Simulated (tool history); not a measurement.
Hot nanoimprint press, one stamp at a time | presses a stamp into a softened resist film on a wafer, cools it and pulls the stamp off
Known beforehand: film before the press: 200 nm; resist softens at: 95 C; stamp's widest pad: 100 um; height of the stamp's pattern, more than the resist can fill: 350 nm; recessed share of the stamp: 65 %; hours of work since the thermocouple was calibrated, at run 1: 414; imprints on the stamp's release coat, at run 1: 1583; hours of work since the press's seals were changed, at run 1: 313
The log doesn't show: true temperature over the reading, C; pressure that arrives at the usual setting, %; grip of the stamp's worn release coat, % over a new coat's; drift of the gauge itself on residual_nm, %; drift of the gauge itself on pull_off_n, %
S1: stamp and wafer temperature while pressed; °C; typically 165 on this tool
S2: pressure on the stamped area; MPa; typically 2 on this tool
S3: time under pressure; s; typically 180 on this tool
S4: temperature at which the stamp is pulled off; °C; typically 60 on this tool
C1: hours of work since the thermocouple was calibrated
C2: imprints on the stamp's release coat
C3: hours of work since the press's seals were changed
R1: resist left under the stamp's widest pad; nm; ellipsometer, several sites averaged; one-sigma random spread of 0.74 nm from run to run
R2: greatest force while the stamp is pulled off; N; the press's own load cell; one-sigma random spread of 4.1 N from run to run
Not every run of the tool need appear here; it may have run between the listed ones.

run	hour	S1	S2	S3	S4	C1	C2	C3	R1	R2
1	0	165	2	180	60	414	1583	313	95.9	312
2	17.5	165	2	180	60	425	1622	324	97.3	314
# hour 32.6: stamp cleaned and given a new release coat
3	49.6	165	2	180	60	440	38	339	95.8	204
# hour 55.7: plate thermocouple calibrated
4	66.5	165	1.49	180	60	6	70	347	106.8	194
5	81.8	165	1.49	180	60	15	104	356	105.8	202
6	96.8	165	2	180	63	24	138	365	93.6	198
7	117.4	165	2	180	63	36	184	377	93.1	192
8	134.7	165	2	180	60	47	223	388	92.1	214
9	152.3	165	2	180	60	57	263	398	92	210
10	183.9	165	2.38	109	61	76	335	417	102.5	212
11	217.1	165	2.38	109	61	95	409	436	103.2	226
12	233	165	1.22	178	61	105	445	446	116	226
13	261.1	165	1.22	178	61	121	509	462	117.5	237
14	278.1	165	1.22	178	61	131	547	473	117.2	229
15	309.9	166	3.04	180	51	150	619	491	75.4	270

Forecast each of these 4 alternatives for the next run:
A	340.9	166	3.07	292	51	169	689	510	?	?
B	340.9	165	2	301	49	169	689	510	?	?
C	340.9	165	1.57	256	60	169	689	510	?	?
D	340.9	165	2	180	64	169	689	510	?	?

run	R1	R2
A	62	275
B	78.7	283
C	94.3	254
D	93.4	234
With the hidden condition removed and each run's random variation left untouched, the same runs would have given:
run	R1	R2
A	59.5	221
B	76.4	228
C	92.1	205
D	90.9	188
